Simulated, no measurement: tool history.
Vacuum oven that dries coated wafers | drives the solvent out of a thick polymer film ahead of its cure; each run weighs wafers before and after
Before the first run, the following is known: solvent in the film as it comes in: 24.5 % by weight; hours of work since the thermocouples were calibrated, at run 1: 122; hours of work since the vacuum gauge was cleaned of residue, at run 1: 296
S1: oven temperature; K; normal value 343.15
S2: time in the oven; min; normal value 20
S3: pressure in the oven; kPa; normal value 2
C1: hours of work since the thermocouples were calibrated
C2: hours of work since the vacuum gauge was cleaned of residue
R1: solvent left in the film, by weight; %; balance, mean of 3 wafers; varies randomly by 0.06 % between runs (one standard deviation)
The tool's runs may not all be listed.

run	day	S1	S2	S3	C1	C2	R1
1	0.000	343.15	20	2	122	296	3.35
2	3.242	343.15	20	2	166	340	3.40
3	5.533	343.15	20	2	198	371	3.32
4	7.283	343.15	20	2	221	395	3.32
5	9.979	343.15	20	2	258	432	3.33
6	12.983	348.15	20	2	299	473	2.06
7	15.092	348.15	20	2	328	502	1.95
8	17.142	343.15	20	2	356	530	3.33

Run 9 is up next; what results do you expect?
9	20.588	343.15	20	2	403	577	?

R1: 3.32 %
Take away the tool's hidden state, keep the run-to-run variation as it was, and the same run would have given R1 3.35 %.
